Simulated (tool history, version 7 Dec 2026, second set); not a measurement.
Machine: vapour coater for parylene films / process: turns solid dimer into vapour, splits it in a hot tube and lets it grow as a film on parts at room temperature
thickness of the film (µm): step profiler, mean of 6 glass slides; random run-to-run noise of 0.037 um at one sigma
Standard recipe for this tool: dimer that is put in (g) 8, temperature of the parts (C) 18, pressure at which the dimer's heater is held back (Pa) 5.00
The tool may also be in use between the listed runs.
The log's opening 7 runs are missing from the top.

run     day  dimer that is put in (g)  temperature of the parts (C)  pressure at which the dimer's heater is held back (Pa)  thickness of the film (µm)
  8   7.538                         5                            15                                                    5.00                        2.42
  9   8.625                         5                            15                                                    5.00                        2.40
      9.988  -- trap's valve overhauled
 10  10.458                         5                            15                                                    5.00                        2.72
 11  11.758                         5                            15                                                    5.11                        2.74
 12  12.696                         5                            15                                                    5.11                        2.71
 13  14.362                         5                            15                                                    5.11                        2.66
 14  15.583                         5                            15                                                    5.11                        2.66
 15  16.538                         5                            15                                                    5.11                        2.59
 16  17.438                        12                            18                                                    5.00                        5.77
 17  18.571                         8                            18                                                    5.00                        3.84
 18  20.033                         8                            18                                                    5.00                        3.86
 19  21.121                         8                            18                                                    3.92                        3.89
 20  22.267                         8                            18                                                    8.32                        3.66
 21  23.092                         8                            18                                                    7.30                        3.69
 22  24.808                         8                            18                                                    9.67                        3.58
 23  25.596                         8                            18                                                    9.67                        3.55
 24  26.521                         8                            18                                                    9.67                        3.53

Expected results for the next run?
 25  27.733                        12                            15                                                    5.00                           ?

thickness of the film (µm): 6.26
With the hidden condition absent and the run-to-run variation left alone, this run would have shown thickness of the film (µm) 6.46.

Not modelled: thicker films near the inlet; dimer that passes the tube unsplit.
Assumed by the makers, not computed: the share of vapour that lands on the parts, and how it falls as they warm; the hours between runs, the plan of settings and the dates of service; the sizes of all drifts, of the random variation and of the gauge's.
